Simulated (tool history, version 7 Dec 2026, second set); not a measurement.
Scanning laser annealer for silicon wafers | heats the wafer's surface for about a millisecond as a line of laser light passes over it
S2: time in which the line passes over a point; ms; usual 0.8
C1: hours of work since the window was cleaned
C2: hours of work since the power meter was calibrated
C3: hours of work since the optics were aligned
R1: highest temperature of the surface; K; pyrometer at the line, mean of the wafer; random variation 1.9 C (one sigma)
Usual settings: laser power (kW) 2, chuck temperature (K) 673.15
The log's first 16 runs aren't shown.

{"run": 17, "hour": 264.8, "laser power (kW)": 2.141, "S2": 0.8, "chuck temperature (K)": 691.15, "C1": 304, "C2": 457, "C3": 941, "R1": 1511.15}
{"run": 18, "hour": 285.0, "laser power (kW)": 2.141, "S2": 0.8, "chuck temperature (K)": 691.15, "C1": 314, "C2": 467, "C3": 951, "R1": 1509.15}
{"hour": 291.2, "done": "optics aligned, line set to its width"}
{"run": 19, "hour": 309.6, "laser power (kW)": 1.936, "S2": 0.852, "chuck temperature (K)": 658.15, "C1": 323, "C2": 476, "C3": 9, "R1": 1416.15}
{"run": 20, "hour": 329.4, "laser power (kW)": 1.936, "S2": 0.852, "chuck temperature (K)": 658.15, "C1": 333, "C2": 486, "C3": 18, "R1": 1416.15}
{"run": 21, "hour": 339.8, "laser power (kW)": 1.716, "S2": 0.852, "chuck temperature (K)": 680.15, "C1": 338, "C2": 491, "C3": 23, "R1": 1348.15}
{"run": 22, "hour": 355.7, "laser power (kW)": 1.716, "S2": 0.852, "chuck temperature (K)": 680.15, "C1": 345, "C2": 499, "C3": 31, "R1": 1348.15}
{"run": 23, "hour": 368.7, "laser power (kW)": 2.135, "S2": 0.78, "chuck temperature (K)": 673.15, "C1": 352, "C2": 505, "C3": 37, "R1": 1476.15}
{"run": 24, "hour": 380.4, "laser power (kW)": 2.135, "S2": 0.78, "chuck temperature (K)": 673.15, "C1": 357, "C2": 510, "C3": 43, "R1": 1474.15}
{"hour": 391.7, "done": "optics aligned, line set to its width, once more"}
{"run": 25, "hour": 396.4, "laser power (kW)": 2.135, "S2": 0.798, "chuck temperature (K)": 645.15, "C1": 363, "C2": 516, "C3": 2, "R1": 1465.15}
{"run": 26, "hour": 411.5, "laser power (kW)": 2.087, "S2": 0.708, "chuck temperature (K)": 673.15, "C1": 370, "C2": 523, "C3": 10, "R1": 1428.15}
{"run": 27, "hour": 421.0, "laser power (kW)": 1.919, "S2": 0.8, "chuck temperature (K)": 673.15, "C1": 374, "C2": 528, "C3": 14, "R1": 1406.15}
{"run": 28, "hour": 436.8, "laser power (kW)": 2, "S2": 0.74, "chuck temperature (K)": 636.15, "C1": 382, "C2": 535, "C3": 22, "R1": 1372.15}
{"run": 29, "hour": 450.4, "laser power (kW)": 2, "S2": 0.74, "chuck temperature (K)": 636.15, "C1": 388, "C2": 542, "C3": 28, "R1": 1375.15}
{"run": 30, "hour": 470.1, "laser power (kW)": 1.903, "S2": 0.602, "chuck temperature (K)": 636.15, "C1": 398, "C2": 551, "C3": 38, "R1": 1267.15}
{"run": 31, "hour": 482.3, "laser power (kW)": 1.903, "S2": 0.602, "chuck temperature (K)": 636.15, "C1": 404, "C2": 557, "C3": 43, "R1": 1266.15}

Forecast each of these 3 alternatives for the next run:
{"run": "A", "hour": 496.4, "laser power (kW)": 1.829, "S2": 0.602, "chuck temperature (K)": 636.15, "C1": 411, "C2": 564, "C3": 50, "R1": "?"}
{"run": "B", "hour": 496.4, "laser power (kW)": 2.187, "S2": 0.597, "chuck temperature (K)": 636.15, "C1": 411, "C2": 564, "C3": 50, "R1": "?"}
{"run": "C", "hour": 496.4, "laser power (kW)": 1.997, "S2": 0.629, "chuck temperature (K)": 657.15, "C1": 411, "C2": 564, "C3": 50, "R1": "?"}

run=A R1=1240.15
run=B R1=1365.15
run=C R1=1336.15
Without the tool's hidden state the same runs would have given:
run=A R1=1253.15
run=B R1=1381.15
run=C R1=1351.15

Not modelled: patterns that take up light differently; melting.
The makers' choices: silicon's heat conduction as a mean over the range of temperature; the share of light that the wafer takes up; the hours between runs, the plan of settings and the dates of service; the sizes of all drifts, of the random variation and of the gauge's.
